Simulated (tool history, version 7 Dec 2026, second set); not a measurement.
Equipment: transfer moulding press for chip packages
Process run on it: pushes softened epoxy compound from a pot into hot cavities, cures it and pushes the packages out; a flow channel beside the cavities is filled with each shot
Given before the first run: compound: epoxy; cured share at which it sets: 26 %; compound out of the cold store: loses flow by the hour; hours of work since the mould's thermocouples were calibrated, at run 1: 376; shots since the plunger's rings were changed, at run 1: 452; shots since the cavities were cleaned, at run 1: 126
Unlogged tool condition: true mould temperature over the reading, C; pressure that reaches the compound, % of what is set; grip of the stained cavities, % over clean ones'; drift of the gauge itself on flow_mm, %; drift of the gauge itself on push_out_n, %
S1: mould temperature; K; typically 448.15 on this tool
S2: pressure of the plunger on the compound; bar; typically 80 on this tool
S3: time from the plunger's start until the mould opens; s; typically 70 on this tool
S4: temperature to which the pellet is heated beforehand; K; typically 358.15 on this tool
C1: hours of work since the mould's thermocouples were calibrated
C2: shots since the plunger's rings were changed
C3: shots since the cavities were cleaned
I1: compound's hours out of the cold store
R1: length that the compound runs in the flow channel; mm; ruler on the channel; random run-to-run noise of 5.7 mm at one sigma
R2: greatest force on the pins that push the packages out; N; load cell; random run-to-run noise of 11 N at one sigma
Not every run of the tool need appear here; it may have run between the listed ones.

run	hour	S1	S2	S3	S4	C1	C2	C3	I1	R1	R2
1	0	448.15	80	70	358.15	376	452	126	42.5	708	492
2	27.3	448.15	80	70	358.15	398	947	621	8.4	876	531
# hour 32.5: cavities cleaned with cleaning compound and waxed
3	58.3	441.15	80	70	358.15	422	1481	467	37.3	742	747
# hour 71.6: cavities cleaned with cleaning compound and waxed
4	94.2	441.15	80	70	358.15	449	2106	410	23.2	814	736
# hour 111.8: cavities cleaned with cleaning compound and waxed
5	122	441.15	80	70	358.15	470	2583	185	46.5	701	694
# hour 151.1: cavities cleaned with cleaning compound and waxed
6	152.1	441.15	80	70	358.15	493	3101	19	23.7	811	738
# hour 188.9: cavities cleaned with cleaning compound and waxed
7	188.9	440.15	80	70	358.15	521	3740	0	41.7	728	725
8	211.3	440.15	80	70	358.15	538	4146	406	14.5	870	811
# hour 226.3: cavities cleaned with cleaning compound and waxed
# hour 232.5: plunger's sealing rings changed
9	236.9	448.15	80	70	358.15	556	80	147	18.1	835	518
10	259.1	448.15	80	70	358.15	573	483	550	44.6	699	498
# hour 266.6: cavities cleaned with cleaning compound and waxed
11	283.5	448.15	80	70	358.15	592	898	307	22.4	811	515
# hour 306.1: cavities cleaned with cleaning compound and waxed
12	306.1	448.15	80	70	368.15	608	1281	0	37.9	735	480
13	325.1	448.15	80	65	368.15	623	1625	344	31.2	764	536
# hour 342.5: mould's thermocouples calibrated
# hour 346.6: cavities cleaned with cleaning compound and waxed
14	353.7	450.15	80	70	358.15	8	2081	131	40.5	716	466
15	376.2	448.15	80	101	359.15	26	2487	537	40.1	727	441
# hour 385: cavities cleaned with cleaning compound and waxed
16	402.6	448.15	64.9	70	358.15	45	2939	319	42	634	494
# hour 425.3: cavities cleaned with cleaning compound and waxed
17	441.3	441.15	74.7	77	353.15	75	3614	290	8.6	868	664
# hour 464.1: cavities cleaned with cleaning compound and waxed
18	481.7	454.15	98.3	89	358.15	106	4319	319	25.4	862	436
# hour 491.5: plunger's sealing rings changed
# hour 506.3: cavities cleaned with cleaning compound and waxed
19	517.3	445.15	80	84	358.15	131	442	200	34.2	760	476
# hour 545.6: cavities cleaned with cleaning compound and waxed
20	557	445.15	80	103	358.15	161	1135	207	26.6	789	450
# hour 583.9: cavities cleaned with cleaning compound and waxed
21	598.5	445.15	80	103	358.15	193	1860	265	21	825	450
# hour 623.1: cavities cleaned with cleaning compound and waxed
22	631.6	448.15	80	85	358.15	218	2432	154	32.2	753	434
# hour 660.9: cavities cleaned with cleaning compound and waxed
23	671.5	448.15	80	64	358.15	249	3128	192	17.5	824	603
# hour 699.1: cavities cleaned with cleaning compound and waxed
24	706.6	450.15	84.9	70	357.15	276	3738	137	17.4	863	489
25	730.5	448.15	88.7	70	352.15	295	4171	570	47.4	717	509

For each entry between runs, how does the tool's hidden state at the last listed run before it compare with that at the first listed run after it?
In the gap between runs 2 and 3: cavities cleaned with cleaning compound and waxed (hour 32.5)
  pressure that reaches the compound, % of what is set: 99.96 -> 99.94; grip of the stained cavities, % over clean ones': 1.3 -> 1.1
In the gap between runs 3 and 4: cavities cleaned with cleaning compound and waxed (hour 71.6)
  pressure that reaches the compound, % of what is set: 99.94 -> 99.91
In the gap between runs 4 and 5: cavities cleaned with cleaning compound and waxed (hour 111.8)
  pressure that reaches the compound, % of what is set: 99.91 -> 99.89; grip of the stained cavities, % over clean ones': 1.1 -> 0.7
In the gap between runs 5 and 6: cavities cleaned with cleaning compound and waxed (hour 151.1)
  pressure that reaches the compound, % of what is set: 99.89 -> 99.87; grip of the stained cavities, % over clean ones': 0.7 -> 0.1
In the gap between runs 6 and 7: cavities cleaned with cleaning compound and waxed (hour 188.9)
  pressure that reaches the compound, % of what is set: 99.87 -> 99.84; grip of the stained cavities, % over clean ones': 0.1 -> 0
In the gap between runs 8 and 9: cavities cleaned with cleaning compound and waxed (hour 226.3); plunger's sealing rings changed (hour 232.5)
  pressure that reaches the compound, % of what is set: 99.82 -> 100; grip of the stained cavities, % over clean ones': 1.1 -> 0.6
In the gap between runs 10 and 11: cavities cleaned with cleaning compound and waxed (hour 266.6)
  pressure that reaches the compound, % of what is set: 99.98 -> 99.96; grip of the stained cavities, % over clean ones': 1.2 -> 0.9
In the gap between runs 11 and 12: cavities cleaned with cleaning compound and waxed (hour 306.1)
  pressure that reaches the compound, % of what is set: 99.96 -> 99.94; grip of the stained cavities, % over clean ones': 0.9 -> 0
In the gap between runs 13 and 14: mould's thermocouples calibrated (hour 342.5); cavities cleaned with cleaning compound and waxed (hour 346.6)
  true mould temperature over the reading, C: 0.01 -> 0; pressure that reaches the compound, % of what is set: 99.93 -> 99.91; grip of the stained cavities, % over clean ones': 1 -> 0.5
In the gap between runs 15 and 16: cavities cleaned with cleaning compound and waxed (hour 385)
  pressure that reaches the compound, % of what is set: 99.89 -> 99.87; grip of the stained cavities, % over clean ones': 1.2 -> 0.9
In the gap between runs 16 and 17: cavities cleaned with cleaning compound and waxed (hour 425.3)
  pressure that reaches the compound, % of what is set: 99.87 -> 99.85
In the gap between runs 17 and 18: cavities cleaned with cleaning compound and waxed (hour 464.1)
  pressure that reaches the compound, % of what is set: 99.85 -> 99.82; grip of the stained cavities, % over clean ones': 0.9 -> 1
In the gap between runs 18 and 19: plunger's sealing rings changed (hour 491.5); cavities cleaned with cleaning compound and waxed (hour 506.3)
  pressure that reaches the compound, % of what is set: 99.82 -> 99.98; grip of the stained cavities, % over clean ones': 1 -> 0.7
In the gap between runs 19 and 20: cavities cleaned with cleaning compound and waxed (hour 545.6)
  pressure that reaches the compound, % of what is set: 99.98 -> 99.95
In the gap between runs 20 and 21: cavities cleaned with cleaning compound and waxed (hour 583.9)
  pressure that reaches the compound, % of what is set: 99.95 -> 99.91; grip of the stained cavities, % over clean ones': 0.7 -> 0.8
In the gap between runs 21 and 22: cavities cleaned with cleaning compound and waxed (hour 623.1)
  pressure that reaches the compound, % of what is set: 99.91 -> 99.89; grip of the stained cavities, % over clean ones': 0.8 -> 0.6
In the gap between runs 22 and 23: cavities cleaned with cleaning compound and waxed (hour 660.9)
  pressure that reaches the compound, % of what is set: 99.89 -> 99.86; grip of the stained cavities, % over clean ones': 0.6 -> 0.7
In the gap between runs 23 and 24: cavities cleaned with cleaning compound and waxed (hour 699.1)
  true mould temperature over the reading, C: 0 -> 0.01; pressure that reaches the compound, % of what is set: 99.86 -> 99.83; grip of the stained cavities, % over clean ones': 0.7 -> 0.6

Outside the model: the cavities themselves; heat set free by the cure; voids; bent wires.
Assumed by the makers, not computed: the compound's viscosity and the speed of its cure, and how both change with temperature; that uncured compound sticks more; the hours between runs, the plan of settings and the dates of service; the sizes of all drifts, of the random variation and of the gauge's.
